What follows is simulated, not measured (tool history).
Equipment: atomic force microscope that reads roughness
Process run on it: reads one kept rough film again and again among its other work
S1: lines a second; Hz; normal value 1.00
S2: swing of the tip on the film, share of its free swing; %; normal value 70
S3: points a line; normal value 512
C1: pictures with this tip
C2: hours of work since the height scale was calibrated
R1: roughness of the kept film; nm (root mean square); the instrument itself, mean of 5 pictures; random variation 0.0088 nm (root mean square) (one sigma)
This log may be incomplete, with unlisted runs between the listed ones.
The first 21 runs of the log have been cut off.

-- hour=763.1 new tip fitted
run 22 hour=774.0 | S1=0.50 S2=70 S3=512 | C1=16 C2=511 | R1=1.949
run 23 hour=808.6 | S1=1.06 S2=82 S3=512 | C1=64 C2=531 | R1=1.819
run 24 hour=860.0 | S1=1.00 S2=85 S3=515 | C1=135 C2=560 | R1=1.744
run 25 hour=910.6 | S1=1.00 S2=66 S3=582 | C1=206 C2=588 | R1=1.771
run 26 hour=934.3 | S1=0.99 S2=75 S3=674 | C1=238 C2=602 | R1=1.722
-- hour=954.8 new tip fitted
run 27 hour=977.9 | S1=1.00 S2=62 S3=398 | C1=32 C2=626 | R1=1.932
run 28 hour=1000.0 | S1=1.00 S2=62 S3=398 | C1=63 C2=639 | R1=1.889
run 29 hour=1038.5 | S1=2.62 S2=88 S3=512 | C1=117 C2=661 | R1=1.592
run 30 hour=1081.6 | S1=2.62 S2=88 S3=512 | C1=177 C2=685 | R1=1.551
run 31 hour=1130.2 | S1=2.62 S2=88 S3=739 | C1=244 C2=713 | R1=1.507
-- hour=1149.0 new tip fitted
run 32 hour=1155.0 | S1=2.62 S2=88 S3=739 | C1=8 C2=727 | R1=1.661
run 33 hour=1203.2 | S1=0.59 S2=64 S3=1017 | C1=75 C2=754 | R1=1.915
run 34 hour=1235.0 | S1=1.25 S2=70 S3=474 | C1=119 C2=772 | R1=1.817
run 35 hour=1287.3 | S1=2.70 S2=81 S3=649 | C1=192 C2=802 | R1=1.609
run 36 hour=1333.3 | S1=0.74 S2=76 S3=512 | C1=256 C2=828 | R1=1.756

For run 37, what comes out?
-- hour=1341.7 new tip fitted
run 37 hour=1379.6 | S1=0.74 S2=76 S3=512 | C1=53 C2=854 | R1=?

Logged for run 37: R1 1.878 nm (root mean square).
Take away the tool's hidden state, keep the run-to-run variation as it was, and the same run would have given R1 1.947 nm (root mean square).
